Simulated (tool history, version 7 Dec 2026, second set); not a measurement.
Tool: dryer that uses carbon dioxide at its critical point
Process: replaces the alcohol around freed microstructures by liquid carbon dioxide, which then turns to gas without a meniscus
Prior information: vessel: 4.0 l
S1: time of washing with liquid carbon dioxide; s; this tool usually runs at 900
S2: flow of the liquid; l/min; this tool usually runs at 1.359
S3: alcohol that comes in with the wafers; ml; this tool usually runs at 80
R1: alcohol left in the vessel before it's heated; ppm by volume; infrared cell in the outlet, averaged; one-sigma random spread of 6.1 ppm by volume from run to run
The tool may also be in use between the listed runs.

Run 1, hour 0.0: usual settings. Result: R1 261 ppm by volume.
Run 2, hour 13.0: usual settings. Result: R1 260 ppm by volume.
Run 3, hour 29.9: usual settings. Result: R1 269 ppm by volume.
Run 4, hour 52.2: usual settings. Result: R1 259 ppm by volume.
Run 5, hour 72.2: usual settings but S3 25 ml. Result: R1 99 ppm by volume.
Run 6, hour 86.7: usual settings but S3 28 ml. Result: R1 109 ppm by volume.
Run 7, hour 112.4: usual settings but S3 28 ml. Result: R1 112 ppm by volume.
Run 8, hour 133.8: usual settings but S1 1320 s. Result: R1 56 ppm by volume.
Run 9, hour 157.0: usual settings but S1 1320 s. Result: R1 59 ppm by volume.
Run 10, hour 176.2: usual settings but S1 1320 s. Result: R1 69 ppm by volume.
Run 11, hour 186.8: usual settings but S1 1320 s. Result: R1 68 ppm by volume.
Run 12, hour 202.5: usual settings but S1 1320 s. Result: R1 67 ppm by volume.
Run 13, hour 225.5: usual settings but S1 1320 s. Result: R1 75 ppm by volume.
Run 14, hour 241.1: usual settings but S1 780 s. Result: R1 479 ppm by volume.
Run 15, hour 258.3: usual settings but S1 780 s. Result: R1 488 ppm by volume.
Run 16, hour 283.5: usual settings but S1 780 s. Result: R1 501 ppm by volume.
Run 17, hour 299.8: usual settings but S1 780 s. Result: R1 505 ppm by volume.
Run 18, hour 322.6: usual settings but S1 780 s. Result: R1 504 ppm by volume.
Run 19, hour 344.1: usual settings but S1 1320 s. Result: R1 78 ppm by volume.
Run 20, hour 356.2: usual settings but S1 660 s. Result: R1 877 ppm by volume.
Run 21, hour 368.7: usual settings. Result: R1 309 ppm by volume.
Run 22, hour 387.3: usual settings but S1 960 s, S2 0.890 l/min. Result: R1 940 ppm by volume.
Run 23, hour 408.0: usual settings but S1 600 s, S2 1.040 l/min, S3 28 ml. Result: R1 805 ppm by volume.
Run 24, hour 430.4: usual settings but S1 1020 s, S3 26 ml. Result: R1 102 ppm by volume.
Run 25, hour 446.5: usual settings but S1 1020 s, S3 26 ml. Result: R1 109 ppm by volume.
Run 26, hour 466.4: usual settings but S1 720 s, S2 1.230 l/min, S3 28 ml. Result: R1 354 ppm by volume.
Run 27, hour 489.4: usual settings but S1 720 s, S2 1.230 l/min, S3 28 ml. Result: R1 356 ppm by volume.
Run 28, hour 513.7: usual settings but S1 720 s, S2 1.130 l/min, S3 97 ml. Result: R1 1342 ppm by volume.
Run 29, hour 530.6: usual settings but S2 2.230 l/min, S3 26 ml. Result: R1 69 ppm by volume.
Run 30, hour 555.9: usual settings but S2 1.810 l/min, S3 26 ml. Result: R1 82 ppm by volume.
Run 31, hour 576.5: usual settings but S2 1.390 l/min, S3 62 ml. Result: R1 249 ppm by volume.
Run 32, hour 591.0: usual settings but S2 1.740 l/min. Result: R1 146 ppm by volume.
Run 33, hour 608.4: usual settings but S2 2.070 l/min. Result: R1 99 ppm by volume.
Run 34, hour 619.1: usual settings but S1 780 s, S2 0.880 l/min, S3 29 ml. Result: R1 699 ppm by volume.
Run 35, hour 630.4: usual settings but S1 780 s, S2 0.880 l/min, S3 29 ml. Result: R1 698 ppm by volume.
Run 36, hour 646.2: usual settings but S1 780 s, S2 0.880 l/min, S3 29 ml. Result: R1 696 ppm by volume.
Run 37, hour 664.1: usual settings but S3 119 ml. Result: R1 493 ppm by volume.
Run 38, hour 674.7: usual settings but S2 2.200 l/min, S3 42 ml. Result: R1 84 ppm by volume.
Run 39, hour 688.3: usual settings but S1 1320 s, S2 1.710 l/min, S3 86 ml. Result: R1 83 ppm by volume.
Run 40, hour 709.9: usual settings but S1 1320 s, S2 1.710 l/min, S3 86 ml. Result: R1 77 ppm by volume.
Run 41, hour 727.4: usual settings but S1 840 s, S2 0.890 l/min, S3 26 ml. Result: R1 524 ppm by volume.
Run 42, hour 752.1: usual settings but S1 840 s, S2 0.890 l/min, S3 26 ml. Result: R1 519 ppm by volume.

Each row is a separate what-if for the run after 42, all from the same tool condition, not one after another. Results?
Run A, hour 775.2: usual settings but S1 1440 s, S2 1.780 l/min, S3 67 ml. Result: R1 ?.
Run B, hour 775.2: usual settings but S2 1.480 l/min, S3 26 ml. Result: R1 ?.
Run C, hour 775.2: usual settings but S1 840 s, S2 1.270 l/min, S3 26 ml. Result: R1 ?.
Run D, hour 775.2: usual settings but S2 1.040 l/min, S3 44 ml. Result: R1 ?.

run   R1
  A   90
  B  142
  C  241
  D  479
Without the tool's hidden state the same runs would have given:
run   R1
  A   14
  B   56
  C  143
  D  355

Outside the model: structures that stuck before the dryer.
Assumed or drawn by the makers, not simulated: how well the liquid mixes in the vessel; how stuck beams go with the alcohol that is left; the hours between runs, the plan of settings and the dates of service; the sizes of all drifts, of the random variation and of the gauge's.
